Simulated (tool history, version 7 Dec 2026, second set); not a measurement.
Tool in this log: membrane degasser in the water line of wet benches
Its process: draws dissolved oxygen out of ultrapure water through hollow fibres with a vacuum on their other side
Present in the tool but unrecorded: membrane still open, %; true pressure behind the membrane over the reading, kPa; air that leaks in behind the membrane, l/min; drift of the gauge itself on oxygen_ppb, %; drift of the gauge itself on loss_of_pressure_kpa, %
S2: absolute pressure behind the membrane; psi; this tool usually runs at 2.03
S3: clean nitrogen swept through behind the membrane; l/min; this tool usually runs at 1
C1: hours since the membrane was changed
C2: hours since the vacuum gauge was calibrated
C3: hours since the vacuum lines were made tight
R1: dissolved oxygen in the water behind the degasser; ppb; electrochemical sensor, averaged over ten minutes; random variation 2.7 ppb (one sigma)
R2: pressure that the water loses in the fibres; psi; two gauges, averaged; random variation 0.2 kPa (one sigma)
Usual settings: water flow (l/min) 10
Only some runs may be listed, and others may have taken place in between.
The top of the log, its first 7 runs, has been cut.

run 8 hour=1125.5 | water_flow_(l/min)=10 S2=2.03 S3=1 | C1=3040 C2=2048 C3=6867 | R1=270.5 R2=6.399
run 9 hour=1345.8 | water_flow_(l/min)=10 S2=2.03 S3=1 | C1=3260 C2=2268 C3=7088 | R1=273.9 R2=6.409
run 10 hour=1461.5 | water_flow_(l/min)=10 S2=2.03 S3=0.56 | C1=3376 C2=2384 C3=7203 | R1=444.3 R2=6.48
run 11 hour=1623.8 | water_flow_(l/min)=10 S2=2.03 S3=0.56 | C1=3538 C2=2546 C3=7366 | R1=441 R2=6.387
run 12 hour=1758.4 | water_flow_(l/min)=10 S2=2.03 S3=1.97 | C1=3673 C2=2680 C3=7500 | R1=157.8 R2=6.447
run 13 hour=1998.9 | water_flow_(l/min)=10 S2=2.03 S3=1.97 | C1=3913 C2=2921 C3=7741 | R1=155.9 R2=6.473
-- hour=2212.6 seals of the vacuum lines changed
run 14 hour=2212.6 | water_flow_(l/min)=10 S2=2.03 S3=1.97 | C1=4125 C2=3133 C3=0 | R1=153.8 R2=6.456
run 15 hour=2407.1 | water_flow_(l/min)=10 S2=1.65 S3=1 | C1=4319 C2=3327 C3=194 | R1=214.2 R2=6.441
run 16 hour=2619.4 | water_flow_(l/min)=10 S2=1.65 S3=1 | C1=4532 C2=3540 C3=407 | R1=213.1 R2=6.512
run 17 hour=2776.3 | water_flow_(l/min)=6 S2=1.58 S3=1 | C1=4689 C2=3696 C3=564 | R1=113.9 R2=3.868
run 18 hour=2962.5 | water_flow_(l/min)=10 S2=2.03 S3=2.87 | C1=4875 C2=3883 C3=750 | R1=115 R2=6.411
run 19 hour=3174.7 | water_flow_(l/min)=10 S2=2.03 S3=2.41 | C1=5087 C2=4095 C3=962 | R1=132.5 R2=6.528
run 20 hour=3376.9 | water_flow_(l/min)=10 S2=2.03 S3=2.41 | C1=5289 C2=4297 C3=1164 | R1=133.2 R2=6.445
run 21 hour=3533.7 | water_flow_(l/min)=10 S2=2.03 S3=2.41 | C1=5446 C2=4454 C3=1321 | R1=132.4 R2=6.474
run 22 hour=3662.7 | water_flow_(l/min)=10 S2=1.28 S3=1 | C1=5575 C2=4583 C3=1450 | R1=156.5 R2=6.515
run 23 hour=3884.4 | water_flow_(l/min)=10 S2=2.03 S3=1.1 | C1=5797 C2=4804 C3=1672 | R1=246.9 R2=6.522
run 24 hour=4047.5 | water_flow_(l/min)=11 S2=1.71 S3=1.02 | C1=5960 C2=4968 C3=1835 | R1=246.9 R2=7.146
run 25 hour=4154.4 | water_flow_(l/min)=13 S2=3.9 S3=1.16 | C1=6067 C2=5074 C3=1942 | R1=646.2 R2=8.473
run 26 hour=4261.2 | water_flow_(l/min)=13 S2=1.31 S3=1.13 | C1=6174 C2=5181 C3=2049 | R1=222 R2=8.518
run 27 hour=4445.5 | water_flow_(l/min)=13 S2=1.31 S3=1.13 | C1=6358 C2=5366 C3=2233 | R1=223.6 R2=8.476
run 28 hour=4631.9 | water_flow_(l/min)=11 S2=1.31 S3=1.07 | C1=6544 C2=5552 C3=2419 | R1=174.9 R2=7.142
run 29 hour=4785.7 | water_flow_(l/min)=16 S2=4.63 S3=1.89 | C1=6698 C2=5706 C3=2573 | R1=674.5 R2=10.43
run 30 hour=4954 | water_flow_(l/min)=15 S2=2.57 S3=1.19 | C1=6866 C2=5874 C3=2741 | R1=513.4 R2=9.747
run 31 hour=5102 | water_flow_(l/min)=13 S2=3.81 S3=2.12 | C1=7014 C2=6022 C3=2889 | R1=403.1 R2=8.509
run 32 hour=5280.3 | water_flow_(l/min)=10 S2=4.34 S3=2.22 | C1=7193 C2=6200 C3=3068 | R1=314.9 R2=6.53

Alternative continuations, all from the tool just after run 32; predict every row:
run A hour=5392.1 | water_flow_(l/min)=10 S2=2.8 S3=2.22 | C1=7304 C2=6312 C3=3179 | R1=? R2=?
run B hour=5392.1 | water_flow_(l/min)=9 S2=3.8 S3=0.58 | C1=7304 C2=6312 C3=3179 | R1=? R2=?
run C hour=5392.1 | water_flow_(l/min)=10 S2=2.03 S3=1.97 | C1=7304 C2=6312 C3=3179 | R1=? R2=?

run=A R1=197.1 R2=6.493
run=B R1=760 R2=5.899
run=C R1=156.3 R2=6.55
With no hidden state in the tool, these same runs would have given:
run=A R1=196.9 R2=6.316
run=B R1=759.6 R2=5.739
run=C R1=156.1 R2=6.373

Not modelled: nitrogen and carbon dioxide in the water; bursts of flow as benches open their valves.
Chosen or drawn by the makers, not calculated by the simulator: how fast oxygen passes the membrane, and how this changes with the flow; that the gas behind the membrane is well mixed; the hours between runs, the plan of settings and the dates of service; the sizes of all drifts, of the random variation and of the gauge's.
